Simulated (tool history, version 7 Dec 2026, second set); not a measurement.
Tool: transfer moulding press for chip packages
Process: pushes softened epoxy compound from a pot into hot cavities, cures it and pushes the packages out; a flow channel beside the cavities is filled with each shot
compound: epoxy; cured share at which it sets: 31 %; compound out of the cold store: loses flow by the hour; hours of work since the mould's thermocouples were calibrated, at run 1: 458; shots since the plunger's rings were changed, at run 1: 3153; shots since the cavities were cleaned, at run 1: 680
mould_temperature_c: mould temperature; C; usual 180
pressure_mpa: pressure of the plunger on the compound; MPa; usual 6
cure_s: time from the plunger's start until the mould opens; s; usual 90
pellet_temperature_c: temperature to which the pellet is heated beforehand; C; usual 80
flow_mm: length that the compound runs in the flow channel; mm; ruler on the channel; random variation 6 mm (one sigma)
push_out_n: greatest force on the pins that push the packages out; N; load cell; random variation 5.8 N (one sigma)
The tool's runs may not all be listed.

| run | hour | mould_temperature_c | pressure_mpa | cure_s | pellet_temperature_c | hours of work since the mould's thermocouples were calibrated | shots since the plunger's rings were changed | shots since the cavities were cleaned | incoming compound's hours out of the cold store | flow_mm | push_out_n |
|---|---|---|---|---|---|---|---|---|---|---|---|
| 1 | 0 | 180 | 6 | 90 | 80 | 458 | 3153 | 680 | 21.5 | 809 | 278 |
|  | 14.9 | cavities cleaned with cleaning compound and waxed |
| 2 | 55.9 | 180 | 6 | 90 | 80 | 480 | 3595 | 333 | 47 | 725 | 251 |
| 3 | 96.6 | 186 | 6 | 90 | 80 | 497 | 3927 | 665 | 16 | 805 | 260 |
|  | 114.7 | cavities cleaned with cleaning compound and waxed |
| 4 | 136.2 | 186 | 6 | 90 | 80 | 513 | 4237 | 175 | 41.1 | 714 | 214 |
|  | 158.7 | plunger's sealing rings changed |
| 5 | 196 | 180 | 6 | 90 | 80 | 536 | 304 | 641 | 17.5 | 839 | 282 |
|  | 214.6 | cavities cleaned with cleaning compound and waxed |
| 6 | 235.6 | 180 | 6 | 90 | 86 | 551 | 614 | 171 | 16.7 | 854 | 237 |
| 7 | 284.8 | 180 | 6 | 90 | 80 | 571 | 1015 | 572 | 40.9 | 775 | 260 |
|  | 310 | cavities cleaned with cleaning compound and waxed |
| 8 | 343.2 | 180 | 6 | 90 | 80 | 595 | 1478 | 270 | 15.2 | 846 | 244 |
| 9 | 377 | 180 | 6 | 90 | 80 | 608 | 1753 | 545 | 35.2 | 772 | 256 |
|  | 407.3 | cavities cleaned with cleaning compound and waxed |
| 10 | 426.9 | 176 | 4.76 | 111 | 80 | 628 | 2146 | 159 | 18.2 | 745 | 218 |
|  | 435 | mould's thermocouples calibrated |
| 11 | 470.4 | 178 | 4.76 | 111 | 74 | 14 | 2484 | 497 | 18 | 735 | 230 |
|  | 506.9 | cavities cleaned with cleaning compound and waxed |
| 12 | 532.6 | 183 | 4.76 | 103 | 84 | 39 | 2978 | 209 | 10.9 | 737 | 208 |
|  | 602.4 | cavities cleaned with cleaning compound and waxed |
| 13 | 606 | 180 | 5.01 | 90 | 83 | 68 | 3563 | 29 | 11 | 765 | 199 |
|  | 667.4 | mould's thermocouples calibrated, once more |
| 14 | 669.1 | 174 | 5.21 | 90 | 83 | 1 | 4060 | 526 | 39.7 | 715 | 372 |
|  | 705.1 | cavities cleaned with cleaning compound and waxed |
| 15 | 709 | 180 | 6.11 | 90 | 80 | 16 | 4373 | 32 | 27.4 | 787 | 222 |

Run 16 comes next. What will it give?
|  | 718.9 | plunger's sealing rings changed |
| 16 | 757.6 | 182 | 5.35 | 90 | 80 | 35 | 316 | 408 | 41.6 | ? | ? |

Run 16 gave flow_mm 720 mm, push_out_n 242 N.
Without the tool's hidden state the same run would have given flow_mm 722 mm, push_out_n 193 N.

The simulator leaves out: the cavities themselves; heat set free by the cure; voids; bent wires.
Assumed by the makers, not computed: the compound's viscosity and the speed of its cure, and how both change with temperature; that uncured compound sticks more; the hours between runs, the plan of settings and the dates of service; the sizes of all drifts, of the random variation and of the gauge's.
